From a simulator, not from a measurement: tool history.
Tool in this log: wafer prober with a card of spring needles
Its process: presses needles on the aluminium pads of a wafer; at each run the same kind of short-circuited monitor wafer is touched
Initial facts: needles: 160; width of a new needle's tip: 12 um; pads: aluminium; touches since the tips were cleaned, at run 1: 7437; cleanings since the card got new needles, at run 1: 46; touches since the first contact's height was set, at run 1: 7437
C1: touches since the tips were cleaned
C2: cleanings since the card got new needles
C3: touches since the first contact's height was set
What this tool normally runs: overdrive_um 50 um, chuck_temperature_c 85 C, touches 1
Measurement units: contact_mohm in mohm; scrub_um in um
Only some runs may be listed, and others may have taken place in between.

{"run": 1, "hour": 0.0, "overdrive_um": 50, "chuck_temperature_c": 85, "touches": 1, "C1": 7437, "C2": 46, "C3": 7437, "contact_mohm": 339, "scrub_um": 13.78}
{"hour": 2.5, "done": "tips cleaned on abrasive film"}
{"hour": 20.1, "done": "tips cleaned on abrasive film"}
{"run": 2, "hour": 31.0, "overdrive_um": 50, "chuck_temperature_c": 85, "touches": 1, "C1": 5077, "C2": 48, "C3": 21751, "contact_mohm": 330, "scrub_um": 13.68}
{"hour": 39.4, "done": "tips cleaned on abrasive film"}
{"hour": 57.7, "done": "tips cleaned on abrasive film"}
{"run": 3, "hour": 60.9, "overdrive_um": 50, "chuck_temperature_c": 27, "touches": 1, "C1": 1468, "C2": 50, "C3": 35504, "contact_mohm": 255, "scrub_um": 13.74}
{"hour": 77.1, "done": "tips cleaned on abrasive film"}
{"run": 4, "hour": 84.3, "overdrive_um": 58, "chuck_temperature_c": 85, "touches": 1, "C1": 3356, "C2": 51, "C3": 46326, "contact_mohm": 261, "scrub_um": 15.94}
{"hour": 95.2, "done": "tips cleaned on abrasive film"}
{"run": 5, "hour": 108.2, "overdrive_um": 58, "chuck_temperature_c": 85, "touches": 1, "C1": 6015, "C2": 52, "C3": 57362, "contact_mohm": 303, "scrub_um": 15.84}
{"hour": 113.7, "done": "tips cleaned on abrasive film"}
{"run": 6, "hour": 124.2, "overdrive_um": 58, "chuck_temperature_c": 85, "touches": 1, "C1": 4867, "C2": 53, "C3": 64734, "contact_mohm": 293, "scrub_um": 15.91}
{"hour": 132.9, "done": "tips cleaned on abrasive film"}
{"hour": 151.0, "done": "tips cleaned on abrasive film"}
{"run": 7, "hour": 151.0, "overdrive_um": 50, "chuck_temperature_c": 85, "touches": 1, "C1": 0, "C2": 55, "C3": 77114, "contact_mohm": 189, "scrub_um": 13.62}
{"hour": 169.4, "done": "tips cleaned on abrasive film"}
{"run": 8, "hour": 178.9, "overdrive_um": 50, "chuck_temperature_c": 85, "touches": 1, "C1": 4391, "C2": 56, "C3": 89982, "contact_mohm": 311, "scrub_um": 13.65}
{"hour": 180.8, "done": "height of the first contact set anew"}
{"hour": 187.9, "done": "tips cleaned on abrasive film"}
{"run": 9, "hour": 194.4, "overdrive_um": 50, "chuck_temperature_c": 42, "touches": 1, "C1": 3032, "C2": 57, "C3": 6284, "contact_mohm": 303, "scrub_um": 13.56}
{"hour": 206.0, "done": "tips cleaned on abrasive film"}
{"hour": 224.5, "done": "tips cleaned on abrasive film"}
{"run": 10, "hour": 224.5, "overdrive_um": 50, "chuck_temperature_c": 67, "touches": 1, "C1": 0, "C2": 59, "C3": 20152, "contact_mohm": 193, "scrub_um": 13.53}
{"hour": 244.1, "done": "tips cleaned on abrasive film"}
{"run": 11, "hour": 255.7, "overdrive_um": 33, "chuck_temperature_c": 79, "touches": 2, "C1": 5373, "C2": 60, "C3": 34564, "contact_mohm": 403, "scrub_um": 8.77}
{"hour": 263.6, "done": "tips cleaned on abrasive film"}
{"run": 12, "hour": 272.9, "overdrive_um": 50, "chuck_temperature_c": 88, "touches": 3, "C1": 4343, "C2": 61, "C3": 42521, "contact_mohm": 225, "scrub_um": 13.44}
{"hour": 282.0, "done": "tips cleaned on abrasive film"}
{"run": 13, "hour": 293.6, "overdrive_um": 45, "chuck_temperature_c": 85, "touches": 2, "C1": 5408, "C2": 62, "C3": 52077, "contact_mohm": 308, "scrub_um": 12.11}
{"hour": 300.3, "done": "tips cleaned on abrasive film"}
{"run": 14, "hour": 317.0, "overdrive_um": 45, "chuck_temperature_c": 85, "touches": 2, "C1": 7784, "C2": 63, "C3": 62892, "contact_mohm": 310, "scrub_um": 12.05}
{"hour": 318.5, "done": "tips cleaned on abrasive film"}
{"hour": 337.9, "done": "tips cleaned on abrasive film"}
{"run": 15, "hour": 349.4, "overdrive_um": 33, "chuck_temperature_c": 33, "touches": 1, "C1": 5341, "C2": 65, "C3": 77818, "contact_mohm": 579, "scrub_um": 8.76}
{"hour": 356.7, "done": "tips cleaned on abrasive film"}
{"hour": 371.3, "done": "height of the first contact set anew, once more"}
{"hour": 375.9, "done": "tips cleaned on abrasive film"}
{"run": 16, "hour": 378.3, "overdrive_um": 53, "chuck_temperature_c": 85, "touches": 1, "C1": 1109, "C2": 67, "C3": 3213, "contact_mohm": 233, "scrub_um": 14.59}

Predict each of these 4 candidate next runs independently; none follows another, all start after run 16:
{"hour": 393.4, "done": "tips cleaned on abrasive film"}
{"run": "A", "hour": 398.1, "overdrive_um": 51, "chuck_temperature_c": 122, "touches": 2, "C1": 2212, "C2": 68, "C3": 12352, "contact_mohm": "?", "scrub_um": "?"}
{"hour": 393.4, "done": "tips cleaned on abrasive film"}
{"run": "B", "hour": 398.1, "overdrive_um": 50, "chuck_temperature_c": 51, "touches": 1, "C1": 2212, "C2": 68, "C3": 12352, "contact_mohm": "?", "scrub_um": "?"}
{"hour": 393.4, "done": "tips cleaned on abrasive film"}
{"run": "C", "hour": 398.1, "overdrive_um": 50, "chuck_temperature_c": 32, "touches": 1, "C1": 2212, "C2": 68, "C3": 12352, "contact_mohm": "?", "scrub_um": "?"}
{"hour": 393.4, "done": "tips cleaned on abrasive film"}
{"run": "D", "hour": 398.1, "overdrive_um": 53, "chuck_temperature_c": 30, "touches": 1, "C1": 2212, "C2": 68, "C3": 12352, "contact_mohm": "?", "scrub_um": "?"}

run=A contact_mohm=232 scrub_um=14.07
run=B contact_mohm=267 scrub_um=13.69
run=C contact_mohm=268 scrub_um=13.76
run=D contact_mohm=250 scrub_um=14.6
Take away the tool's hidden state, keep each run's random variation, and the runs would have read:
run=A contact_mohm=178 scrub_um=14.11
run=B contact_mohm=164 scrub_um=13.72
run=C contact_mohm=162 scrub_um=13.79
run=D contact_mohm=156 scrub_um=14.63
